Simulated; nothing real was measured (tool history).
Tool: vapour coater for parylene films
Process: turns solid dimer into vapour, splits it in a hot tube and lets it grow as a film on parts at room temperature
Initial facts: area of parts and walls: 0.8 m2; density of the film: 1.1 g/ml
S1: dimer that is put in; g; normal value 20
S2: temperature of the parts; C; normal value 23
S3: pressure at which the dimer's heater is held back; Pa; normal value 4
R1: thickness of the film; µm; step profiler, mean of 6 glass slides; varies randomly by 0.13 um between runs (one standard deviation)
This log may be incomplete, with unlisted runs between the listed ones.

run,hour,S1,S2,S3,R1
1,0,20,23,4,15.11
2,16.5,14,23,4,10.59
3,29.1,14,23,2.8,11.33
4,55.2,18,23,4,13.52
5,69.7,20,23,3.5,15.51
6,85.2,20,23,3.5,15.43
7,109.4,17,23,4,12.76
8,130.7,17,23,4,12.78
# hour 136.8: trap's valve overhauled
9,160.9,20,23,4,14.23
10,173.3,20,23,4,14.36
11,185.9,20,23,4,14.14
12,199.3,18,34,4.13,9.01
# hour 220.6: trap's valve overhauled, once more
13,223.5,13,25,6.47,9.23
14,251.5,9,25,3.12,7.42
15,270.7,10,21,4,8.91
16,292.5,11,19,4,10.3
17,305.1,35,24,2.85,30.71
18,333.3,35,24,2.85,30.07
19,355,15,33,7.6,8.06
20,367.4,15,33,7.6,8.15
21,379.7,17,23,4,13.99

Here are 3 independent what-if runs from the current tool condition. What would each one return?
A,402,11,28,8.62,?
B,402,23,29,4,?
C,402,17,32,4,?

run,R1
A,6.59
B,15.81
C,10.73
With no hidden state in the tool, these same runs would have given:
run,R1
A,6.59
B,15.81
C,10.73
